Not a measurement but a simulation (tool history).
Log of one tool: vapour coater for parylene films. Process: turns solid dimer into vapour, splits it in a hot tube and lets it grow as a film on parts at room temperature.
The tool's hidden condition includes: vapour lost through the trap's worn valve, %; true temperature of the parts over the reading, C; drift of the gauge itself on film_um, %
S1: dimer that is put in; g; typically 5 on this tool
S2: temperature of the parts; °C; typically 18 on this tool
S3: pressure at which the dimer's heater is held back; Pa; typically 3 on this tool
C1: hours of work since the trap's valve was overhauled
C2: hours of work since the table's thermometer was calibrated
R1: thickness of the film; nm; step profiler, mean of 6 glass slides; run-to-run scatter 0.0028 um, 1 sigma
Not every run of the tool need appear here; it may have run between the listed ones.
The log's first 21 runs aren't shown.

run   hour  S1  S2     S3   C1    C2    R1
 22  532.2   5  10   4.47  226  1475  1081
 23    558   6  18   6.79  248  1497   947
 24  571.5   6  15   6.79  259  1509  1035
 25  603.6   6  15   6.79  287  1536  1036
 26  628.4   3  27   2.85  308  1558   419
 27  647.3   4  16   3.59  324  1574   750
 28  663.1   7  18  10.61  338  1587  1018
 29    681   2  13   3.04  353  1603   425
 30  711.7   2  13   3.04  379  1629   427
 31  735.9   2  13   3.04  400  1650   428
 32  766.9   6  21  11.56  426  1676   788
     783.7  -- trap's valve overhauled
 33  792.9   3  12   6.63    8  1695   566
 34  807.4   5  26   8.74   20  1707   590
 35  823.5   5  26   8.74   34  1721   595
 36  836.4   3  12      3   45  1732   656
 37  849.6   6  21      3   56  1743  1004
 38  871.4   8  16   3.19   75  1762  1539
 39  892.4   5  16   2.88   93  1780   973
 40    915   5  15   2.47  112  1799  1036
 41  942.2   3  20    2.4  136  1823   538
 42  966.6   3  26   4.42  156  1844   404

Below are 4 alternative next runs, each starting from the tool's condition after run 42. Predict each:
  A  998.6   3  19   4.9  184  1871   ?
  B  998.6   5  24     3  184  1871   ?
  C  998.6   2  23  10.6  184  1871   ?
  D  998.6   3  18     3  184  1871   ?

run   R1
  A  493
  B  767
  C  250
  D  552
With no hidden state in the tool, these same runs would have given:
run   R1
  A  493
  B  768
  C  250
  D  552
